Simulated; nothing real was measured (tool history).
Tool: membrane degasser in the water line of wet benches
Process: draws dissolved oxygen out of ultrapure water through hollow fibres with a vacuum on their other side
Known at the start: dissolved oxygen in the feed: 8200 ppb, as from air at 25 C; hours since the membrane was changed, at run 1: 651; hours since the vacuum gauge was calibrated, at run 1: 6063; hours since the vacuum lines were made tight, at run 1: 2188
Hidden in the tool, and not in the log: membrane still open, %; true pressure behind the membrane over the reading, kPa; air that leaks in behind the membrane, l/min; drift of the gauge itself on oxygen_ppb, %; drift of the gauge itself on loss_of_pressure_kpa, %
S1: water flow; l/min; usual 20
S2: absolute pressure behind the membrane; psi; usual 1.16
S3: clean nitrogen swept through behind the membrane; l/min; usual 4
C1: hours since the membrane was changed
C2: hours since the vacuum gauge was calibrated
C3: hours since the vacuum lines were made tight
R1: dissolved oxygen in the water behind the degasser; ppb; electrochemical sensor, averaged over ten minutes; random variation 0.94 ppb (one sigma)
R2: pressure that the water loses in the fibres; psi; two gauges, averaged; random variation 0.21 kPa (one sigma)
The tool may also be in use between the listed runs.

Run 1, day 0: usual settings; C1 651; C2 6063; C3 2188. Result: R1 88.8 ppb, R2 7.451 psi.
Run 2, day 1.512: usual settings but S1 18 l/min; C1 687; C2 6099; C3 2224. Result: R1 76.8 ppb, R2 6.66 psi.
Run 3, day 2.458: usual settings but S1 18 l/min; C1 710; C2 6122; C3 2247. Result: R1 77.4 ppb, R2 6.721 psi.
Run 4, day 4.212: usual settings but S1 18 l/min; C1 752; C2 6164; C3 2289. Result: R1 76.6 ppb, R2 6.711 psi.
Run 5, day 5.283: usual settings but S2 1.475 psi; C1 777; C2 6189; C3 2315. Result: R1 113 ppb, R2 7.443 psi.
Run 6, day 6.417: usual settings but S2 1.475 psi; C1 805; C2 6217; C3 2342. Result: R1 113.8 ppb, R2 7.407 psi.
Run 7, day 8.196: usual settings but S1 14 l/min; C1 847; C2 6259; C3 2385. Result: R1 56.1 ppb, R2 5.184 psi.
At day 9.846: vacuum gauge calibrated.
Run 8, day 9.938: usual settings but S1 14 l/min; C1 889; C2 2; C3 2426. Result: R1 54.8 ppb, R2 5.139 psi.
Run 9, day 11.754: usual settings but S1 14 l/min; C1 932; C2 46; C3 2469. Result: R1 55.2 ppb, R2 5.163 psi.
Run 10, day 12.538: usual settings but S1 14 l/min; C1 951; C2 65; C3 2488. Result: R1 56.3 ppb, R2 5.171 psi.
Run 11, day 13.983: usual settings but S1 24 l/min, S2 1.546 psi, S3 6.13 l/min; C1 986; C2 99; C3 2523. Result: R1 114.8 ppb, R2 8.869 psi.
Run 12, day 15.425: usual settings but S1 24 l/min, S2 1.546 psi, S3 6.13 l/min; C1 1020; C2 134; C3 2558. Result: R1 114.3 ppb, R2 8.889 psi.
Run 13, day 16.483: usual settings but S1 15 l/min, S2 1.004 psi; C1 1046; C2 159; C3 2583. Result: R1 50.9 ppb, R2 5.516 psi.
Run 14, day 17.429: usual settings but S2 0.74 psi, S3 2.97 l/min; C1 1069; C2 182; C3 2606. Result: R1 61.8 ppb, R2 7.377 psi.
Run 15, day 18.983: usual settings but S1 29 l/min, S3 9.11 l/min; C1 1106; C2 219; C3 2643. Result: R1 96.8 ppb, R2 10.61 psi.
Run 16, day 19.842: usual settings but S1 16 l/min, S2 0.96 psi, S3 5.76 l/min; C1 1126; C2 240; C3 2664. Result: R1 41.2 ppb, R2 5.883 psi.
Run 17, day 21.612: usual settings but S1 24 l/min, S3 2.95 l/min; C1 1169; C2 282; C3 2706. Result: R1 136.2 ppb, R2 8.853 psi.
Run 18, day 23.362: usual settings but S1 24 l/min, S2 2.049 psi, S3 6.34 l/min; C1 1211; C2 324; C3 2748. Result: R1 141.3 ppb, R2 8.753 psi.
Run 19, day 24.658: usual settings but S2 2.068 psi; C1 1242; C2 355; C3 2779. Result: R1 163.9 ppb, R2 7.384 psi.

4 ways to go on from here, each from the tool as it stands after run 19. What would each give?
Run A, day 25.558: usual settings but S2 1.678 psi, S3 2.07 l/min; C1 1264; C2 377; C3 2801. Result: R1 ?, R2 ?.
Run B, day 25.558: usual settings but S1 23 l/min; C1 1264; C2 377; C3 2801. Result: R1 ?, R2 ?.
Run C, day 25.558: usual settings but S2 1.22 psi, S3 2.54 l/min; C1 1264; C2 377; C3 2801. Result: R1 ?, R2 ?.
Run D, day 25.558: usual settings but S1 15 l/min; C1 1264; C2 377; C3 2801. Result: R1 ?, R2 ?.

run     R1     R2
  A  219.2  7.342
  B  105.5   8.44
  C  126.6  7.308
  D   60.7  5.459
Without the tool's hidden state the same runs would have given:
run     R1     R2
  A  219.1  7.445
  B  105.5  8.559
  C  126.6  7.411
  D   60.7  5.536
